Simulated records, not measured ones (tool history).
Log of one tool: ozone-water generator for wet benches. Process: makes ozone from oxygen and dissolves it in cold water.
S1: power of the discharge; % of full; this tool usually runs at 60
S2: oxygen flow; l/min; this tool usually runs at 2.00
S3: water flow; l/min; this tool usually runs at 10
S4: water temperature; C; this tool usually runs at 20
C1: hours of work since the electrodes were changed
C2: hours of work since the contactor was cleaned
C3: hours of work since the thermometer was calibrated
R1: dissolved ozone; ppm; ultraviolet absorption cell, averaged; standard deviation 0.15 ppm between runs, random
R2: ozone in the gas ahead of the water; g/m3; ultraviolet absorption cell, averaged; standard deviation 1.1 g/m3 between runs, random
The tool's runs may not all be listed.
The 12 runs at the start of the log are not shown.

Run 13, hour 820.4: usual settings but S1 81 % of full, S3 11 l/min, S4 16 C; C1 971; C2 325; C3 1737. Result: R1 20.3 ppm, R2 243.7 g/m3.
Run 14, hour 898.7: usual settings; C1 1021; C2 375; C3 1787. Result: R1 17.8 ppm, R2 203.1 g/m3.
Run 15, hour 944.2: usual settings; C1 1050; C2 404; C3 1815. Result: R1 18.0 ppm, R2 202.0 g/m3.
Run 16, hour 1042.6: usual settings; C1 1112; C2 466; C3 1878. Result: R1 17.8 ppm, R2 205.9 g/m3.
Run 17, hour 1140.9: usual settings but S2 1.67 l/min, S3 6 l/min; C1 1174; C2 528; C3 1940. Result: R1 26.9 ppm, R2 215.7 g/m3.
Run 18, hour 1214.3: usual settings but S1 57 % of full, S2 1.41 l/min, S3 12 l/min, S4 18 C; C1 1221; C2 575; C3 1987. Result: R1 13.3 ppm, R2 226.1 g/m3.
Run 19, hour 1261.2: usual settings but S1 57 % of full, S2 1.41 l/min, S3 12 l/min, S4 18 C; C1 1251; C2 605; C3 2017. Result: R1 13.2 ppm, R2 224.7 g/m3.
Run 20, hour 1319.4: usual settings but S1 57 % of full, S2 1.41 l/min, S3 12 l/min, S4 18 C; C1 1288; C2 642; C3 2054. Result: R1 13.1 ppm, R2 226.0 g/m3.

What does the tool deliver on the next run?
Run 21, hour 1363.9: usual settings but S1 59 % of full; C1 1316; C2 670; C3 2082. Result: R1 ?, R2 ?.

R1: 17.7 ppm
R2: 202.0 g/m3
Had the tool carried no hidden state, the very same run would have given R1 17.7 ppm, R2 202.1 g/m3.
